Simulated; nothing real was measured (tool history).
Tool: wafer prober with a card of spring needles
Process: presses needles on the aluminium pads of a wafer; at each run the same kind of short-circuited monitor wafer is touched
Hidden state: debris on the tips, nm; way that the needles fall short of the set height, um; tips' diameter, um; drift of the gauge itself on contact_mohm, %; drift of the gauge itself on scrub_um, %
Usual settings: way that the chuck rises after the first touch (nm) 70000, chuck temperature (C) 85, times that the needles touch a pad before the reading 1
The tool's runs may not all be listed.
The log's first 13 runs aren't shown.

run   hour  way that the chuck rises after the first touch (nm)  chuck temperature (C)  times that the needles touch a pad before the reading  touches since the tips were cleaned  cleanings since the card got new needles  touches since the first contact's height was set  resistance of one needle with its contact and lead (mohm)  way that a needle slides on the pad (nm)
     107.0  -- tips cleaned on abrasive film
 14  108.0                                                70000                     62                                                      1                                  359                                        19                                             40222                                                        273                                     13290
 15  114.2                                                70000                     62                                                      1                                 2544                                        19                                             42407                                                        295                                     13290
 16  125.7                                                70000                     85                                                      2                                 6655                                        19                                             46518                                                        304                                     13290
     127.4  -- tips cleaned on abrasive film
 17  135.7                                                70000                     85                                                      2                                 2925                                        20                                             50018                                                        292                                     13290
     136.7  -- height of the first contact set anew
 18  144.6                                                81000                     58                                                      1                                 5988                                        20                                              2785                                                        305                                     15350
     147.8  -- tips cleaned on abrasive film
 19  150.8                                                72000                     36                                                      1                                 1047                                        21                                              4951                                                        268                                     13620
     155.8  -- height of the first contact set anew, once more
 20  156.2                                                70000                     25                                                      2                                 2879                                        21                                               164                                                        271                                     13300
 21  163.6                                                69000                     27                                                      2                                 5483                                        21                                              2768                                                        285                                     13170
     168.4  -- tips cleaned on abrasive film
 22  170.3                                                53000                     27                                                      2                                  677                                        22                                              5129                                                        270                                     10090
 23  178.0                                                65000                    108                                                      1                                 3398                                        22                                              7850                                                        318                                     12400
 24  183.3                                                65000                    108                                                      1                                 5291                                        22                                              9743                                                        325                                     12370
     188.4  -- tips cleaned on abrasive film
 25  188.4                                                65000                    108                                                      1                                    0                                        23                                             11529                                                        281                                     12380
 26  196.5                                                76000                    108                                                      1                                 2888                                        23                                             14417                                                        300                                     14480
 27  204.4                                                70000                    101                                                      1                                 5695                                        23                                             17224                                                        318                                     13320
     209.2  -- tips cleaned on abrasive film
 28  210.8                                                70000                     46                                                      1                                  554                                        24                                             19442                                                        269                                     13340
 29  221.4                                                70000                     46                                                      1                                 4333                                        24                                             23221                                                        300                                     13330
     229.5  -- tips cleaned on abrasive film
 30  232.1                                                51000                     78                                                      1                                  908                                        25                                             26974                                                        304                                      9680
 31  239.1                                                83000                    104                                                      1                                 3401                                        25                                             29467                                                        300                                     15810
 32  247.0                                                82000                     29                                                      3                                 6207                                        25                                             32273                                                        267                                     15590
     250.0  -- tips cleaned on abrasive film
 33  253.3                                                82000                     29                                                      3                                 1178                                        26                                             34498                                                        260                                     15580
 34  259.2                                                88000                     75                                                      1                                 3285                                        26                                             36605                                                        288                                     16740

4 ways to go on from here, each from the tool as it stands after run 34. What would each give?
  A  269.5                                                66000                     39                                                      2                                 6918                                        26                                             40238                                                          ?                                         ?
  B  269.5                                                70000                     64                                                      3                                 6918                                        26                                             40238                                                          ?                                         ?
  C  269.5                                                76000                     75                                                      1                                 6918                                        26                                             40238                                                          ?                                         ?
  D  269.5                                                50000                     94                                                      1                                 6918                                        26                                             40238                                                          ?                                         ?

run  resistance of one needle with its contact and lead (mohm)  way that a needle slides on the pad (nm)
  A                                                        295                                     12520
  B                                                        290                                     13290
  C                                                        311                                     14450
  D                                                        368                                      9510
Without the tool's hidden state the same runs would have given:
run  resistance of one needle with its contact and lead (mohm)  way that a needle slides on the pad (nm)
  A                                                        260                                     12560
  B                                                        271                                     13340
  C                                                        268                                     14490
  D                                                        281                                      9550
